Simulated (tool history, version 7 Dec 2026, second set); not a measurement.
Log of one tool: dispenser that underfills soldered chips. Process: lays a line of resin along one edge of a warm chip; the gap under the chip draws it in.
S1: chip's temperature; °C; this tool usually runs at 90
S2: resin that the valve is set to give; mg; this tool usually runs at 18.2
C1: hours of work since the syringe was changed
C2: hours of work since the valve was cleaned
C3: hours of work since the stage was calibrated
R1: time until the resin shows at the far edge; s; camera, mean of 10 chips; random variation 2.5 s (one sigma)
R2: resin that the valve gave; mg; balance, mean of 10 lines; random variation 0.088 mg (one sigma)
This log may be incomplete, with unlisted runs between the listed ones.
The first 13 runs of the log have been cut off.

run	hour	S1	S2	C1	C2	C3	R1	R2
# hour 80.4: new syringe of resin
14	83.5	90	18.2	2	62	82	271.7	17.73
15	91.7	84	18.2	8	67	87	452.6	17.84
# hour 92.8: new syringe of resin
16	101.2	84	18.2	6	73	94	416.8	17.79
# hour 105.4: new syringe of resin
17	105.5	83	18.2	0	76	96	360.1	17.79
18	111	83	18.2	4	80	100	417.9	17.88
# hour 118.1: new syringe of resin
19	120.1	83	18.2	1	86	106	355.7	17.77
20	126.2	92	16.7	5	90	110	287.2	16.5
# hour 130.5: new syringe of resin
21	134	82	23.5	2	95	115	381.1	22.96
22	142.2	82	23.5	8	100	121	479.3	22.75
# hour 142.9: new syringe of resin
23	146.3	84	21.8	2	103	123	354.4	21.05
24	150.5	90	16.8	5	106	126	315.5	16.41
# hour 155.7: dispensing valve cleaned and set on the balance
# hour 156.4: new syringe of resin
25	159.4	84	21.8	2	2	131	351.2	21.98
26	165.7	84	21.8	6	7	135	418.7	21.85
# hour 168.9: new syringe of resin
27	172.7	84	19.2	3	11	140	354.2	19.17
# hour 181.3: new syringe of resin
28	181.3	75	18.2	0	17	145	519.9	18.22
29	189.6	96	18.2	6	22	151	230.7	18.05
# hour 194.2: new syringe of resin
30	195.2	94	17	1	26	155	214	16.7
31	203.4	94	17	6	31	160	267.7	16.81
# hour 206.6: new syringe of resin
32	212.7	105	21.9	4	37	166	140.3	21.73
# hour 218.9: new syringe of resin
33	220.6	76	17.7	1	42	171	524	17.47

Predict the results of run 34:
34	227.6	90	18.4	6	47	176	?	?

R1: 304.6 s
R2: 18.07 mg
Without the tool's hidden state the same run would have given R1 246.4 s, R2 18.32 mg.
